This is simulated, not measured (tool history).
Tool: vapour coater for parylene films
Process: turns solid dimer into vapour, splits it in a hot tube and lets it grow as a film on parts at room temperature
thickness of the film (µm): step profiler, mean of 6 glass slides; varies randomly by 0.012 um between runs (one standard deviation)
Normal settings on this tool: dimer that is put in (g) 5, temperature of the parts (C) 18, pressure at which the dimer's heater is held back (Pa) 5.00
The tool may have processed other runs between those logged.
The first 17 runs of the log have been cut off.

| run | hour | dimer that is put in (g) | temperature of the parts (C) | pressure at which the dimer's heater is held back (Pa) | thickness of the film (µm) |
|---|---|---|---|---|---|
| 18 | 184.0 | 5 | 14 | 2.88 | 3.25 |
| 19 | 191.7 | 5 | 10 | 5.00 | 3.24 |
| 20 | 202.8 | 5 | 10 | 5.00 | 3.21 |
| 21 | 211.1 | 2 | 14 | 10.85 | 1.02 |
| 22 | 222.2 | 2 | 14 | 10.85 | 1.01 |
|  | 227.2 | trap's valve overhauled |
| 23 | 236.8 | 2 | 14 | 10.85 | 1.10 |
| 24 | 243.8 | 2 | 14 | 10.85 | 1.11 |
| 25 | 255.3 | 9 | 23 | 4.94 | 4.60 |
| 26 | 267.5 | 9 | 23 | 4.94 | 4.59 |
| 27 | 281.4 | 4 | 11 | 4.94 | 2.77 |
| 28 | 290.2 | 5 | 12 | 2.33 | 3.67 |
| 29 | 298.7 | 8 | 15 | 6.16 | 4.81 |
| 30 | 305.2 | 4 | 13 | 4.65 | 2.67 |
| 31 | 316.1 | 4 | 27 | 4.04 | 1.90 |
| 32 | 326.9 | 4 | 27 | 4.04 | 1.91 |
| 33 | 342.1 | 3 | 18 | 5.00 | 1.73 |
| 34 | 349.6 | 3 | 18 | 5.00 | 1.72 |

Alternative continuations, all from the tool just after run 34; predict every row:
| A | 360.8 | 3 | 18 | 11.27 | ? |
| B | 360.8 | 6 | 18 | 5.00 | ? |
| C | 360.8 | 2 | 16 | 7.02 | ? |

| run | thickness of the film (µm) |
|---|---|
| A | 1.48 |
| B | 3.44 |
| C | 1.14 |
Take away the tool's hidden state, keep each run's random variation, and the runs would have read:
| run | thickness of the film (µm) |
|---|---|
| A | 1.49 |
| B | 3.47 |
| C | 1.15 |
